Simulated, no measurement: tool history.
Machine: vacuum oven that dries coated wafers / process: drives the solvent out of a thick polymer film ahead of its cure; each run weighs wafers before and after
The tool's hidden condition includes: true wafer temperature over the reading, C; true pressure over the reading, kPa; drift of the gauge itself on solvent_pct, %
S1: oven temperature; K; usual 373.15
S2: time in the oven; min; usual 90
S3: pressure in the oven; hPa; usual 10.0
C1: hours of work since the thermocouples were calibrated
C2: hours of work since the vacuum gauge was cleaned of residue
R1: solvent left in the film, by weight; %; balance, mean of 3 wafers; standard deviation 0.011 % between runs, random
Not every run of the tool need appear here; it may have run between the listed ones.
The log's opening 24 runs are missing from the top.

| run | day | S1 | S2 | S3 | C1 | C2 | R1 |
|---|---|---|---|---|---|---|---|
| 25 | 54.854 | 370.15 | 90 | 12.3 | 869 | 1824 | 1.10 |
| 26 | 57.388 | 370.15 | 90 | 12.3 | 900 | 1855 | 1.09 |
| 27 | 58.942 | 370.15 | 90 | 12.3 | 919 | 1874 | 1.10 |
| 28 | 61.742 | 370.15 | 90 | 12.3 | 954 | 1909 | 1.09 |
| 29 | 63.662 | 382.15 | 90 | 12.3 | 977 | 1932 | 0.28 |
|  | 65.750 | oven's thermocouples calibrated |
| 30 | 65.750 | 384.15 | 145 | 5.6 | 0 | 1957 | 0.15 |
| 31 | 68.546 | 384.15 | 145 | 5.6 | 34 | 1991 | 0.14 |
| 32 | 70.667 | 384.15 | 145 | 5.6 | 60 | 2017 | 0.14 |
| 33 | 72.788 | 384.15 | 145 | 5.6 | 86 | 2043 | 0.14 |
| 34 | 75.871 | 382.15 | 90 | 14.4 | 124 | 2081 | 0.32 |
| 35 | 77.238 | 382.15 | 90 | 14.4 | 141 | 2098 | 0.33 |
|  | 80.275 | vacuum gauge cleaned of residue and calibrated |
| 36 | 80.550 | 382.15 | 144 | 14.4 | 181 | 3 | 0.27 |
| 37 | 82.921 | 376.15 | 66 | 16.4 | 210 | 33 | 0.99 |
| 38 | 86.283 | 385.15 | 133 | 10.0 | 252 | 74 | 0.15 |
| 39 | 88.908 | 373.15 | 90 | 17.2 | 284 | 106 | 0.86 |
| 40 | 91.542 | 373.15 | 90 | 17.2 | 316 | 138 | 0.85 |
| 41 | 93.633 | 365.15 | 66 | 10.0 | 342 | 164 | 3.28 |
| 42 | 95.212 | 359.15 | 78 | 10.0 | 361 | 184 | 4.46 |
| 43 | 97.338 | 374.15 | 72 | 10.0 | 387 | 210 | 0.93 |

3 options for the next run, each taken on its own from the tool as it stands now. Forecast them:
| A | 98.704 | 374.15 | 103 | 10.0 | 404 | 226 | ? |
| B | 98.704 | 367.15 | 155 | 8.8 | 404 | 226 | ? |
| C | 98.704 | 377.15 | 99 | 19.8 | 404 | 226 | ? |

| run | R1 |
|---|---|
| A | 0.44 |
| B | 0.56 |
| C | 0.53 |
With the hidden condition removed and each run's random variation left untouched, the same runs would have given:
| run | R1 |
|---|---|
| A | 0.49 |
| B | 0.62 |
| C | 0.56 |
